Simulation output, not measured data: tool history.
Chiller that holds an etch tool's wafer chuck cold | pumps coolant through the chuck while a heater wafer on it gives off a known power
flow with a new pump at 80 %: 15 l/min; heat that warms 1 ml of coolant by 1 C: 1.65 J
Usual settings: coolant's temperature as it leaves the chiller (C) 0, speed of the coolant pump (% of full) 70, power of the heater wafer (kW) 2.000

run     day  coolant's temperature as it leaves the chiller (C)  speed of the coolant pump (% of full)  power of the heater wafer (kW)  chuck's temperature once it has settled (C)  how much warmer the coolant comes back (C)
  1   0.000                                                   0                                     70                           2.000                                         25.4                                        5.91
  2   2.254                                                   0                                     70                           2.000                                         25.4                                        5.83
  3   6.358                                                   0                                     60                           2.000                                         27.8                                        6.90
      8.392  -- coolant changed, channels flushed
  4  11.358                                                   0                                     70                           2.000                                         22.1                                        5.83
  5  14.762                                                   0                                     70                           2.000                                         21.7                                        5.89
  6  19.067                                                   0                                     70                           2.000                                         21.9                                        5.91
  7  22.938                                                  -2                                     70                           2.000                                         19.9                                        5.85
  8  26.783                                                   4                                     70                           2.000                                         26.1                                        5.92
  9  29.392                                                   0                                     70                           2.000                                         22.2                                        5.92
 10  33.688                                                   0                                     70                           2.000                                         22.1                                        5.93
 11  37.429                                                   0                                     70                           2.000                                         22.2                                        5.91
 12  40.283                                                   0                                     70                           2.000                                         22.4                                        5.94
     40.829  -- coolant pump overhauled
 13  44.938                                                   0                                     70                           2.193                                         25.0                                        6.76
 14  47.054                                                   0                                     70                           2.193                                         25.2                                        6.82
 15  49.996                                                   0                                     70                           1.945                                         22.1                                        6.02

The next listed run, before its measurement:
 16  52.983                                                  -2                                     85                           2.157                                            ?                                           ?

Run 16 gave chuck's temperature once it has settled (C) 20.3, how much warmer the coolant comes back (C) 5.54.
Without the tool's hidden state the same run would have given chuck's temperature once it has settled (C) 18.7, how much warmer the coolant comes back (C) 4.96.
